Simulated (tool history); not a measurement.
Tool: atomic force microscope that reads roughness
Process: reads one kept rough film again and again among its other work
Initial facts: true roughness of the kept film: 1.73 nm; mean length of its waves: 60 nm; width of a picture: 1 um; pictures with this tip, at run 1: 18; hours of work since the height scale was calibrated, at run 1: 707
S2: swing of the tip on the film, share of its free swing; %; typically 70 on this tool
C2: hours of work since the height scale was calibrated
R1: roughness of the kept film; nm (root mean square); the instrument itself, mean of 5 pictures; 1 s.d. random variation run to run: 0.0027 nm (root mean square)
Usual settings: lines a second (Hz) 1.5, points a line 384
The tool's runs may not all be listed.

run 1 day=0 | lines_a_second_(Hz)=1.5 S2=70 points_a_line=384 | pictures_with_this_tip=18 C2=707 | R1=1.552
run 2 day=1.333 | lines_a_second_(Hz)=1.5 S2=70 points_a_line=384 | pictures_with_this_tip=69 C2=725 | R1=1.528
-- day=1.767 new tip fitted
run 3 day=2.862 | lines_a_second_(Hz)=1.5 S2=70 points_a_line=384 | pictures_with_this_tip=41 C2=747 | R1=1.537
run 4 day=3.758 | lines_a_second_(Hz)=1.5 S2=70 points_a_line=384 | pictures_with_this_tip=76 C2=759 | R1=1.532
-- day=4.067 new tip fitted
run 5 day=5.942 | lines_a_second_(Hz)=1.5 S2=70 points_a_line=384 | pictures_with_this_tip=71 C2=789 | R1=1.537
-- day=6.371 new tip fitted
run 6 day=6.933 | lines_a_second_(Hz)=1.5 S2=70 points_a_line=384 | pictures_with_this_tip=21 C2=803 | R1=1.547
-- day=8.621 new tip fitted
run 7 day=8.854 | lines_a_second_(Hz)=1.5 S2=70 points_a_line=384 | pictures_with_this_tip=9 C2=830 | R1=1.55
run 8 day=10.317 | lines_a_second_(Hz)=1.5 S2=70 points_a_line=384 | pictures_with_this_tip=64 C2=850 | R1=1.536
-- day=10.954 new tip fitted
run 9 day=11.746 | lines_a_second_(Hz)=1.5 S2=70 points_a_line=384 | pictures_with_this_tip=30 C2=870 | R1=1.542
run 10 day=12.621 | lines_a_second_(Hz)=1.5 S2=70 points_a_line=384 | pictures_with_this_tip=63 C2=882 | R1=1.533
-- day=13.317 new tip fitted
run 11 day=13.671 | lines_a_second_(Hz)=1.5 S2=70 points_a_line=384 | pictures_with_this_tip=14 C2=896 | R1=1.545
-- day=15.658 new tip fitted
run 12 day=15.692 | lines_a_second_(Hz)=1.5 S2=70 points_a_line=384 | pictures_with_this_tip=2 C2=924 | R1=1.545
run 13 day=17.588 | lines_a_second_(Hz)=1.5 S2=71 points_a_line=384 | pictures_with_this_tip=74 C2=951 | R1=1.524
-- day=17.971 new tip fitted
run 14 day=19.562 | lines_a_second_(Hz)=1.5 S2=70 points_a_line=384 | pictures_with_this_tip=60 C2=978 | R1=1.532
-- day=20.279 new tip fitted
run 15 day=20.996 | lines_a_second_(Hz)=1.5 S2=70 points_a_line=384 | pictures_with_this_tip=27 C2=998 | R1=1.547
run 16 day=22.029 | lines_a_second_(Hz)=1.5 S2=70 points_a_line=384 | pictures_with_this_tip=67 C2=1012 | R1=1.527
-- day=22.608 new tip fitted
run 17 day=23.654 | lines_a_second_(Hz)=1.5 S2=70 points_a_line=384 | pictures_with_this_tip=40 C2=1035 | R1=1.537
-- day=24.862 new tip fitted
run 18 day=25.017 | lines_a_second_(Hz)=1.5 S2=70 points_a_line=634 | pictures_with_this_tip=6 C2=1053 | R1=1.548
run 19 day=26.675 | lines_a_second_(Hz)=1.5 S2=70 points_a_line=634 | pictures_with_this_tip=69 C2=1077 | R1=1.531
-- day=27.183 new tip fitted
run 20 day=27.983 | lines_a_second_(Hz)=1.5 S2=70 points_a_line=384 | pictures_with_this_tip=30 C2=1095 | R1=1.535
run 21 day=29.317 | lines_a_second_(Hz)=1.5 S2=70 points_a_line=384 | pictures_with_this_tip=81 C2=1113 | R1=1.525
-- day=29.521 new tip fitted
run 22 day=30.558 | lines_a_second_(Hz)=1.5 S2=69 points_a_line=384 | pictures_with_this_tip=40 C2=1130 | R1=1.541
run 23 day=31.446 | lines_a_second_(Hz)=1.5 S2=69 points_a_line=384 | pictures_with_this_tip=74 C2=1143 | R1=1.531
-- day=31.904 new tip fitted
run 24 day=32.596 | lines_a_second_(Hz)=0.59 S2=89 points_a_line=618 | pictures_with_this_tip=27 C2=1159 | R1=1.534
-- day=34.225 new tip fitted
run 25 day=34.292 | lines_a_second_(Hz)=0.59 S2=89 points_a_line=618 | pictures_with_this_tip=2 C2=1182 | R1=1.541

What does the tool deliver on the next run?
run 26 day=35.583 | lines_a_second_(Hz)=1.11 S2=70 points_a_line=384 | pictures_with_this_tip=52 C2=1200 | R1=?

{"run 26": {"R1": 1.561}}
The same run, on a tool lacking any hidden state, would have yielded R1 1.596 nm (root mean square).
